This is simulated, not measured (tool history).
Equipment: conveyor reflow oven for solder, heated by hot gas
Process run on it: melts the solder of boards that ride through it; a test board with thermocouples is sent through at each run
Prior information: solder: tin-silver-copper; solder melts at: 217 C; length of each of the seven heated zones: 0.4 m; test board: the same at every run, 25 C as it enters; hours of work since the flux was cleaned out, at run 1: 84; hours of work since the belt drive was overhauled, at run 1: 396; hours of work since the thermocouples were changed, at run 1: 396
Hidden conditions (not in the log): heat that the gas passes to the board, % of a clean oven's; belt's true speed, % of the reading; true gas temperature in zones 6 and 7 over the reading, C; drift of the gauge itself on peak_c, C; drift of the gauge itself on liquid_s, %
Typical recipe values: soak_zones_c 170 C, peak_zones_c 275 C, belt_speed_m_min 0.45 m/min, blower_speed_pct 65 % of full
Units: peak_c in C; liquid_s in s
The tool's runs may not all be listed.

run	hour	soak_zones_c	peak_zones_c	belt_speed_m_min	blower_speed_pct	hours of work since the flux was cleaned out	hours of work since the belt drive was overhauled	hours of work since the thermocouples were changed	peak_c	liquid_s
1	0	170	275	0.45	65	84	396	396	261.41	87.17
2	10.3	170	275	0.45	65	92	403	403	261.44	87.22
3	27.1	170	275	0.45	65	105	416	416	261.5	87.32
4	43.5	170	275	0.45	65	117	428	428	261.39	87.17
5	52.2	170	274	0.45	65	123	434	434	260.41	86.49
6	71.9	170	274	0.45	65	138	449	449	260.45	86.51
7	90.5	159	274	0.45	65	152	463	463	259.08	80.62
8	107.3	159	274	0.45	65	164	476	476	258.87	80.73
# hour 124.6: flux residue cleaned out of gas plates and filters
9	132.6	159	274	0.45	65	6	491	491	258.95	80.72
10	151.1	170	275	0.45	65	20	505	505	261.51	87.15
11	168.6	170	275	0.45	65	33	518	518	261.36	87.27
12	186.9	170	275	0.45	65	46	531	531	261.38	87.23

Forecast run 13:
13	196.9	169	275	0.45	65	54	539	539	?	?

For run 13 the tool returned peak_c 261.38 C, liquid_s 86.76 s.
Had the tool carried no hidden state, the very same run would have given peak_c 261.39 C, liquid_s 86.75 s.
